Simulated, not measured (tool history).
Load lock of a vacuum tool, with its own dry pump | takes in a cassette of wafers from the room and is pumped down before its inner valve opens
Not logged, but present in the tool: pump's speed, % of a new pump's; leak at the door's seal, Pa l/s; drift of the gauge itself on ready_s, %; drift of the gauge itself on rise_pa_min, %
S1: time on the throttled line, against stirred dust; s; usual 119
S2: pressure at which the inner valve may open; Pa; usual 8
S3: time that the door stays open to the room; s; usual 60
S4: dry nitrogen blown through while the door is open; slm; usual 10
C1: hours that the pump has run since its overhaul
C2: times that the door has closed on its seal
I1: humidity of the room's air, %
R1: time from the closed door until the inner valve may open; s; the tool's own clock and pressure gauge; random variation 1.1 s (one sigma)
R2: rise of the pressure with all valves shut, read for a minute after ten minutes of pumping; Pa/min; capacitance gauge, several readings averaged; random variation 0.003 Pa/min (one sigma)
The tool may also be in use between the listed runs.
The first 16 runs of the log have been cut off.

run,hour,S1,S2,S3,S4,C1,C2,I1,R1,R2
17,6750.8,145,8,60,10,7110,14469,42.1,203.1,0.069
18,7371.4,145,8,60,10,7730,17407,42.9,206,0.076
19,8017.2,119,9,47,10,8376,20464,48.9,180.6,0.087
20,8347,72,8,109,10,8706,22026,47.9,144.1,0.113
21,8731.2,187,13,175,10,9090,23844,46.3,238,0.132
22,9018.2,187,13,30,28,9377,25203,46.5,236,0.092
23,9464.1,179,13,27,12,9823,27314,45.6,228,0.102
24,9813.5,89,8,60,15,10172,28968,44.6,161.2,0.118
25,10346.5,89,8,60,15,10705,31492,41.4,162,0.133
# hour 10399.4: dry pump taken out, an overhauled one fitted
26,11035.5,139,13,60,31,636,34725,43.1,189.6,0.14
27,11582.8,139,13,60,31,1183,37316,45.7,186.9,0.157
28,12124.3,119,15,60,10,1725,39880,46.8,171.1,0.191
29,12409,74,8,40,10,2010,41227,45.2,135.6,0.189
30,12698.2,74,6,54,10,2299,42597,45.8,138.3,0.207
31,13095.1,154,8,60,10,2696,44476,44.7,206.2,0.214
32,13627.5,154,8,60,10,3228,46996,45.7,204.8,0.234
# hour 14077.2: door's seal changed, seat wiped
33,14154.3,119,8,60,11,3753,365,45.7,175.9,0.034
34,14538.6,119,8,30,10,4138,2184,44.6,176.7,0.036
35,14924.1,119,8,30,10,4523,4010,43.5,179.4,0.028
36,15384.1,94,8,228,20,4983,6187,47.3,159.6,0.068

Branching from run 36: 5 alternative next runs. What would each branch give?
A,16022.5,119,7,60,9,5622,9210,47.2,?,?
B,16022.5,94,8,122,20,5622,9210,43.7,?,?
C,16022.5,147,8,60,10,5622,9210,43.1,?,?
D,16022.5,94,8,228,4,5622,9210,42.9,?,?
E,16022.5,199,8,100,7,5622,9210,44.1,?,?

run,R1,R2
A,181.2,0.058
B,157.6,0.055
C,203.7,0.056
D,159.3,0.119
E,249,0.077
With the hidden condition removed and each run's random variation left untouched, the same runs would have given:
run,R1,R2
A,172.5,0.04
B,148.5,0.035
C,195.6,0.037
D,150.2,0.099
E,242.1,0.058
